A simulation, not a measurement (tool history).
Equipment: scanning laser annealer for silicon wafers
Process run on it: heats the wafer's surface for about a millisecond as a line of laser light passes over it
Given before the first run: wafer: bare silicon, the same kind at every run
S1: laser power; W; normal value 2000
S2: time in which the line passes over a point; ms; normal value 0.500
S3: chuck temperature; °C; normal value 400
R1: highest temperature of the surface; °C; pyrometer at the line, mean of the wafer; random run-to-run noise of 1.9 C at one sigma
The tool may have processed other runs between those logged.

{"run": 1, "day": 0.0, "S1": 2000, "S2": 0.5, "S3": 400, "R1": 1111}
{"run": 2, "day": 1.167, "S1": 2000, "S2": 0.5, "S3": 428, "R1": 1138}
{"run": 3, "day": 1.975, "S1": 2000, "S2": 0.5, "S3": 428, "R1": 1143}
{"run": 4, "day": 3.058, "S1": 2000, "S2": 0.5, "S3": 400, "R1": 1108}
{"run": 5, "day": 4.179, "S1": 2000, "S2": 0.5, "S3": 400, "R1": 1110}
{"run": 6, "day": 5.171, "S1": 2000, "S2": 0.5, "S3": 400, "R1": 1113}
{"day": 6.338, "done": "optics aligned, line set to its width"}
{"run": 7, "day": 6.842, "S1": 2000, "S2": 0.5, "S3": 400, "R1": 1112}
{"run": 8, "day": 8.754, "S1": 2000, "S2": 0.5, "S3": 409, "R1": 1122}
{"run": 9, "day": 10.046, "S1": 2000, "S2": 0.5, "S3": 409, "R1": 1118}
{"run": 10, "day": 11.988, "S1": 2000, "S2": 0.5, "S3": 409, "R1": 1118}
{"run": 11, "day": 12.858, "S1": 2000, "S2": 0.5, "S3": 409, "R1": 1122}
{"run": 12, "day": 13.804, "S1": 1728, "S2": 0.5, "S3": 378, "R1": 995}
{"run": 13, "day": 15.125, "S1": 1946, "S2": 0.5, "S3": 414, "R1": 1105}
{"run": 14, "day": 16.921, "S1": 2096, "S2": 0.593, "S3": 413, "R1": 1215}
{"run": 15, "day": 18.529, "S1": 2116, "S2": 0.473, "S3": 400, "R1": 1133}
{"run": 16, "day": 19.921, "S1": 2116, "S2": 0.473, "S3": 400, "R1": 1133}
{"run": 17, "day": 21.529, "S1": 2149, "S2": 0.482, "S3": 438, "R1": 1187}

Branching from run 17: 4 alternative next runs. What would each branch give?
{"run": "A", "day": 22.546, "S1": 1800, "S2": 0.532, "S3": 422, "R1": "?"}
{"run": "B", "day": 22.546, "S1": 1898, "S2": 0.5, "S3": 416, "R1": "?"}
{"run": "C", "day": 22.546, "S1": 1894, "S2": 0.501, "S3": 387, "R1": "?"}
{"run": "D", "day": 22.546, "S1": 2000, "S2": 0.5, "S3": 401, "R1": "?"}

run=A R1=1080
run=B R1=1088
run=C R1=1062
run=D R1=1111
Without the tool's hidden state the same runs would have given:
run=A R1=1080
run=B R1=1089
run=C R1=1063
run=D R1=1111
